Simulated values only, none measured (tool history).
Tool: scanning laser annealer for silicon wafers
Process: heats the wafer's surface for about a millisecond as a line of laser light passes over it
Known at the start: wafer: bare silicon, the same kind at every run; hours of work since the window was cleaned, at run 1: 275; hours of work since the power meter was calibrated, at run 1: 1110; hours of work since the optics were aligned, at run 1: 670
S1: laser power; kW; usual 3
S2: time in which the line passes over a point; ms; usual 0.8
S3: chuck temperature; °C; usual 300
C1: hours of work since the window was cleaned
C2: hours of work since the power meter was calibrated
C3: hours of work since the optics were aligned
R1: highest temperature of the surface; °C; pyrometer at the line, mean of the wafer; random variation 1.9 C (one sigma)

| run | hour | S1 | S2 | S3 | C1 | C2 | C3 | R1 |
|---|---|---|---|---|---|---|---|---|
| 1 | 0 | 3 | 0.8 | 300 | 275 | 1110 | 670 | 1082 |
| 2 | 36.2 | 3 | 0.583 | 300 | 292 | 1127 | 687 | 952 |
| 3 | 70.8 | 2.766 | 0.8 | 300 | 309 | 1144 | 704 | 1009 |
| 4 | 118.2 | 2.766 | 0.8 | 300 | 331 | 1167 | 726 | 1004 |
| 5 | 169.4 | 3.007 | 0.8 | 300 | 356 | 1191 | 751 | 1080 |
| 6 | 227.9 | 3.007 | 0.8 | 300 | 384 | 1219 | 779 | 1075 |
| 7 | 265 | 3.007 | 0.8 | 300 | 402 | 1237 | 797 | 1075 |
| 8 | 317.8 | 3.007 | 0.59 | 300 | 427 | 1263 | 822 | 952 |
| 9 | 348.3 | 3.007 | 0.59 | 324 | 442 | 1277 | 837 | 979 |
| 10 | 402 | 2.818 | 0.8 | 300 | 468 | 1303 | 863 | 1019 |
| 11 | 438 | 2.818 | 0.8 | 300 | 485 | 1320 | 880 | 1018 |
| 12 | 482 | 2.818 | 0.8 | 300 | 506 | 1341 | 901 | 1016 |
| 13 | 528.1 | 2.818 | 0.8 | 300 | 528 | 1364 | 923 | 1015 |
| 14 | 576.4 | 3.238 | 0.625 | 265 | 552 | 1387 | 947 | 1001 |

The next listed run, before its measurement:
| 15 | 636.9 | 3.238 | 0.625 | 265 | 581 | 1416 | 976 | ? |

Run 15 gave R1 999 °C.
Without the tool's hidden state the same run would have given R1 1028 °C.
